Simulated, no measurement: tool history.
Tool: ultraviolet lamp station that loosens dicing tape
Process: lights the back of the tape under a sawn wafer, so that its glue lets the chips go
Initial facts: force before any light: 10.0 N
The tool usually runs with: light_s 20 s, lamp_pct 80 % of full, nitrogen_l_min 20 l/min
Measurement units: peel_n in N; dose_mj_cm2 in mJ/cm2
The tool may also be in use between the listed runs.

{"run": 1, "hour": 0.0, "light_s": 20, "lamp_pct": 80, "nitrogen_l_min": 20, "peel_n": 0.338, "dose_mj_cm2": 304}
{"run": 2, "hour": 25.4, "light_s": 20, "lamp_pct": 80, "nitrogen_l_min": 20, "peel_n": 0.35, "dose_mj_cm2": 304}
{"run": 3, "hour": 52.8, "light_s": 20, "lamp_pct": 80, "nitrogen_l_min": 20, "peel_n": 0.343, "dose_mj_cm2": 303}
{"run": 4, "hour": 82.0, "light_s": 20, "lamp_pct": 80, "nitrogen_l_min": 20, "peel_n": 0.324, "dose_mj_cm2": 305}
{"run": 5, "hour": 107.0, "light_s": 20, "lamp_pct": 100, "nitrogen_l_min": 20, "peel_n": 0.26, "dose_mj_cm2": 386}
{"run": 6, "hour": 125.8, "light_s": 20, "lamp_pct": 80, "nitrogen_l_min": 20, "peel_n": 0.33, "dose_mj_cm2": 307}
{"run": 7, "hour": 151.4, "light_s": 20, "lamp_pct": 80, "nitrogen_l_min": 20, "peel_n": 0.329, "dose_mj_cm2": 303}
{"run": 8, "hour": 175.2, "light_s": 20, "lamp_pct": 80, "nitrogen_l_min": 20, "peel_n": 0.348, "dose_mj_cm2": 303}
{"run": 9, "hour": 189.4, "light_s": 20, "lamp_pct": 80, "nitrogen_l_min": 20, "peel_n": 0.322, "dose_mj_cm2": 305}
{"run": 10, "hour": 219.0, "light_s": 20, "lamp_pct": 80, "nitrogen_l_min": 20, "peel_n": 0.346, "dose_mj_cm2": 303}
{"run": 11, "hour": 246.6, "light_s": 20, "lamp_pct": 80, "nitrogen_l_min": 20, "peel_n": 0.333, "dose_mj_cm2": 310}
{"run": 12, "hour": 274.0, "light_s": 20, "lamp_pct": 80, "nitrogen_l_min": 20, "peel_n": 0.341, "dose_mj_cm2": 306}
{"run": 13, "hour": 288.1, "light_s": 20, "lamp_pct": 80, "nitrogen_l_min": 20, "peel_n": 0.337, "dose_mj_cm2": 305}
{"run": 14, "hour": 312.6, "light_s": 20, "lamp_pct": 80, "nitrogen_l_min": 20, "peel_n": 0.331, "dose_mj_cm2": 304}
{"run": 15, "hour": 330.5, "light_s": 20, "lamp_pct": 80, "nitrogen_l_min": 20, "peel_n": 0.332, "dose_mj_cm2": 310}
{"run": 16, "hour": 350.4, "light_s": 20, "lamp_pct": 87, "nitrogen_l_min": 20, "peel_n": 0.306, "dose_mj_cm2": 331}
{"run": 17, "hour": 369.4, "light_s": 20, "lamp_pct": 80, "nitrogen_l_min": 20, "peel_n": 0.336, "dose_mj_cm2": 308}
{"run": 18, "hour": 387.0, "light_s": 15, "lamp_pct": 80, "nitrogen_l_min": 20, "peel_n": 0.544, "dose_mj_cm2": 229}
{"run": 19, "hour": 402.0, "light_s": 37, "lamp_pct": 80, "nitrogen_l_min": 36, "peel_n": 0.224, "dose_mj_cm2": 570}
{"run": 20, "hour": 429.7, "light_s": 13, "lamp_pct": 99, "nitrogen_l_min": 20, "peel_n": 0.482, "dose_mj_cm2": 246}
{"run": 21, "hour": 451.5, "light_s": 20, "lamp_pct": 80, "nitrogen_l_min": 6, "peel_n": 0.882, "dose_mj_cm2": 307}
{"run": 22, "hour": 477.3, "light_s": 20, "lamp_pct": 80, "nitrogen_l_min": 6, "peel_n": 0.913, "dose_mj_cm2": 305}
{"run": 23, "hour": 496.2, "light_s": 20, "lamp_pct": 80, "nitrogen_l_min": 6, "peel_n": 0.916, "dose_mj_cm2": 308}
{"run": 24, "hour": 526.1, "light_s": 20, "lamp_pct": 80, "nitrogen_l_min": 6, "peel_n": 0.878, "dose_mj_cm2": 302}
{"run": 25, "hour": 540.4, "light_s": 29, "lamp_pct": 84, "nitrogen_l_min": 27, "peel_n": 0.233, "dose_mj_cm2": 465}
{"run": 26, "hour": 555.7, "light_s": 29, "lamp_pct": 97, "nitrogen_l_min": 26, "peel_n": 0.207, "dose_mj_cm2": 536}
{"run": 27, "hour": 583.4, "light_s": 23, "lamp_pct": 71, "nitrogen_l_min": 12, "peel_n": 0.451, "dose_mj_cm2": 317}
{"run": 28, "hour": 614.3, "light_s": 20, "lamp_pct": 96, "nitrogen_l_min": 20, "peel_n": 0.261, "dose_mj_cm2": 363}
{"run": 29, "hour": 629.8, "light_s": 11, "lamp_pct": 66, "nitrogen_l_min": 15, "peel_n": 1.778, "dose_mj_cm2": 138}
{"run": 30, "hour": 650.4, "light_s": 20, "lamp_pct": 68, "nitrogen_l_min": 37, "peel_n": 0.31, "dose_mj_cm2": 265}
{"hour": 653.8, "done": "window cleaned of glue's vapour"}
{"run": 31, "hour": 665.8, "light_s": 20, "lamp_pct": 68, "nitrogen_l_min": 37, "peel_n": 0.312, "dose_mj_cm2": 259}
{"run": 32, "hour": 693.0, "light_s": 20, "lamp_pct": 84, "nitrogen_l_min": 24, "peel_n": 0.293, "dose_mj_cm2": 325}
{"run": 33, "hour": 718.3, "light_s": 34, "lamp_pct": 91, "nitrogen_l_min": 40, "peel_n": 0.207, "dose_mj_cm2": 588}

What if the next run were any one of these 5? Each begins from the tool's condition after run 33:
{"run": "A", "hour": 737.8, "light_s": 34, "lamp_pct": 95, "nitrogen_l_min": 40, "peel_n": "?", "dose_mj_cm2": "?"}
{"run": "B", "hour": 737.8, "light_s": 37, "lamp_pct": 78, "nitrogen_l_min": 16, "peel_n": "?", "dose_mj_cm2": "?"}
{"run": "C", "hour": 737.8, "light_s": 27, "lamp_pct": 91, "nitrogen_l_min": 40, "peel_n": "?", "dose_mj_cm2": "?"}
{"run": "D", "hour": 737.8, "light_s": 16, "lamp_pct": 96, "nitrogen_l_min": 12, "peel_n": "?", "dose_mj_cm2": "?"}
{"run": "E", "hour": 737.8, "light_s": 14, "lamp_pct": 70, "nitrogen_l_min": 40, "peel_n": "?", "dose_mj_cm2": "?"}

run=A peel_n=0.211 dose_mj_cm2=614
run=B peel_n=0.220 dose_mj_cm2=557
run=C peel_n=0.216 dose_mj_cm2=473
run=D peel_n=0.523 dose_mj_cm2=293
run=E peel_n=0.550 dose_mj_cm2=187
What these runs would have given with no unlogged condition in the tool:
run=A peel_n=0.211 dose_mj_cm2=615
run=B peel_n=0.220 dose_mj_cm2=558
run=C peel_n=0.216 dose_mj_cm2=474
run=D peel_n=0.521 dose_mj_cm2=294
run=E peel_n=0.549 dose_mj_cm2=187
